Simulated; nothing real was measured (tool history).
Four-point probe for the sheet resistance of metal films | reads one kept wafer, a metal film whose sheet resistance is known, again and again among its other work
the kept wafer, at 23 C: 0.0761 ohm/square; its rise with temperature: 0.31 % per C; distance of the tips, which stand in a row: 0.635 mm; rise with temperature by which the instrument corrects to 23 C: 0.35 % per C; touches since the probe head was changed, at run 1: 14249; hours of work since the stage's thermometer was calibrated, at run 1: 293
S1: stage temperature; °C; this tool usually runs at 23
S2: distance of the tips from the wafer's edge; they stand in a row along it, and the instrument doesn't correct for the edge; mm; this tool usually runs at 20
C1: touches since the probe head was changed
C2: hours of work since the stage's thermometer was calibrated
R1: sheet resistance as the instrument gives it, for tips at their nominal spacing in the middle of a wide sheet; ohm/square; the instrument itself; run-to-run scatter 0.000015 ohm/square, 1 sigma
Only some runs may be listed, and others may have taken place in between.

run	hour	S1	S2	C1	C2	R1
1	0.0	23	20	14249	293	0.075943
2	12.4	23	20	14824	300	0.075952
3	23.7	23	20	15348	306	0.075975
4	39.6	23	20	16084	314	0.075946
5	47.6	23	20	16458	319	0.075949
6	65.8	23	20	17299	328	0.075978
7	79.9	23	20	17956	336	0.075945
8	95.4	23	20	18673	344	0.076006
9	108.1	23	20	19263	351	0.075977
10	125.4	23	20	20065	360	0.075972
11	137.7	23	20	20637	367	0.075981
12	146.4	23	20	21038	371	0.076009
13	155.4	25	20	21455	376	0.075908
14	164.9	23	20	21899	381	0.075987
15	173.7	23	5	22304	386	0.076599
16	182.5	29	6	22712	391	0.076200
17	199.4	19	49	23498	400	0.076087
18	210.4	27	34	24005	405	0.075834
19	217.9	33	20	24355	409	0.075686
20	227.5	27	20	24798	415	0.075876
21	239.6	27	10	25363	421	0.076003
22	248.7	28	23	25783	426	0.075835

Forecast run 23:
23	264.1	28	23	26496	434	?

{"run 23": {"R1": 0.075835}}
Take away the tool's hidden state, keep the run-to-run variation as it was, and the same run would have given R1 0.075967 ohm/square.
